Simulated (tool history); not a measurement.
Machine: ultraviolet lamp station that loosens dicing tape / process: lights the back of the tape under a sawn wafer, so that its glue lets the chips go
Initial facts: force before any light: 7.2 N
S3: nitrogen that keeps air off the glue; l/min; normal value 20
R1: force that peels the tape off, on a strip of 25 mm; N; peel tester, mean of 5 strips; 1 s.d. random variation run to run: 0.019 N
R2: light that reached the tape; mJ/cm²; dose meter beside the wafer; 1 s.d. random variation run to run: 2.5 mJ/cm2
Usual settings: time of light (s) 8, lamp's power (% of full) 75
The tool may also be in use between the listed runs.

run 1 hour=0 | time_of_light_(s)=8 lamp's_power_(%_of_full)=75 S3=20 | R1=0.905 R2=303
run 2 hour=18.5 | time_of_light_(s)=8 lamp's_power_(%_of_full)=75 S3=20 | R1=0.924 R2=302
run 3 hour=41.8 | time_of_light_(s)=8 lamp's_power_(%_of_full)=75 S3=20 | R1=0.905 R2=308
run 4 hour=53.1 | time_of_light_(s)=8 lamp's_power_(%_of_full)=75 S3=20 | R1=0.926 R2=300
run 5 hour=69.9 | time_of_light_(s)=8 lamp's_power_(%_of_full)=75 S3=20 | R1=0.888 R2=304
run 6 hour=80.3 | time_of_light_(s)=8 lamp's_power_(%_of_full)=65 S3=20 | R1=1.187 R2=267
run 7 hour=103.3 | time_of_light_(s)=8 lamp's_power_(%_of_full)=65 S3=20 | R1=1.194 R2=264
run 8 hour=122 | time_of_light_(s)=8 lamp's_power_(%_of_full)=75 S3=20 | R1=0.917 R2=309
run 9 hour=141.2 | time_of_light_(s)=8 lamp's_power_(%_of_full)=75 S3=39 | R1=0.591 R2=303
run 10 hour=162.4 | time_of_light_(s)=8 lamp's_power_(%_of_full)=75 S3=39 | R1=0.585 R2=303
run 11 hour=177.1 | time_of_light_(s)=8 lamp's_power_(%_of_full)=75 S3=39 | R1=0.582 R2=306
run 12 hour=193.1 | time_of_light_(s)=8 lamp's_power_(%_of_full)=75 S3=39 | R1=0.593 R2=307
run 13 hour=210 | time_of_light_(s)=8 lamp's_power_(%_of_full)=67 S3=33 | R1=0.794 R2=270
-- hour=212.7 window cleaned of glue's vapour
run 14 hour=229.5 | time_of_light_(s)=8 lamp's_power_(%_of_full)=67 S3=35 | R1=0.782 R2=271
run 15 hour=250.5 | time_of_light_(s)=12 lamp's_power_(%_of_full)=67 S3=14 | R1=0.725 R2=408
run 16 hour=273.8 | time_of_light_(s)=12 lamp's_power_(%_of_full)=67 S3=12 | R1=0.799 R2=408
run 17 hour=284.7 | time_of_light_(s)=8 lamp's_power_(%_of_full)=77 S3=11 | R1=1.36 R2=316
run 18 hour=297.4 | time_of_light_(s)=5 lamp's_power_(%_of_full)=92 S3=20 | R1=1.459 R2=235
run 19 hour=312.5 | time_of_light_(s)=5 lamp's_power_(%_of_full)=92 S3=20 | R1=1.443 R2=234
run 20 hour=328.7 | time_of_light_(s)=5 lamp's_power_(%_of_full)=78 S3=20 | R1=1.843 R2=199
run 21 hour=351.5 | time_of_light_(s)=13 lamp's_power_(%_of_full)=74 S3=23 | R1=0.317 R2=483
run 22 hour=367.6 | time_of_light_(s)=8 lamp's_power_(%_of_full)=75 S3=8 | R1=1.757 R2=304
run 23 hour=380 | time_of_light_(s)=6 lamp's_power_(%_of_full)=64 S3=20 | R1=1.903 R2=191
run 24 hour=391.2 | time_of_light_(s)=6 lamp's_power_(%_of_full)=64 S3=20 | R1=1.872 R2=194

Here are 4 independent what-if runs from the current tool condition. What would each one return?
run A hour=403.8 | time_of_light_(s)=7 lamp's_power_(%_of_full)=79 S3=20 | R1=? R2=?
run B hour=403.8 | time_of_light_(s)=6 lamp's_power_(%_of_full)=67 S3=20 | R1=? R2=?
run C hour=403.8 | time_of_light_(s)=6 lamp's_power_(%_of_full)=80 S3=20 | R1=? R2=?
run D hour=403.8 | time_of_light_(s)=8 lamp's_power_(%_of_full)=90 S3=16 | R1=? R2=?

run=A R1=1.085 R2=282
run=B R1=1.712 R2=204
run=C R1=1.322 R2=241
run=D R1=0.788 R2=358
Stripped of hidden state, with their random variation kept, the same runs would have yielded:
run=A R1=1.081 R2=283
run=B R1=1.708 R2=204
run=C R1=1.318 R2=241
run=D R1=0.785 R2=359
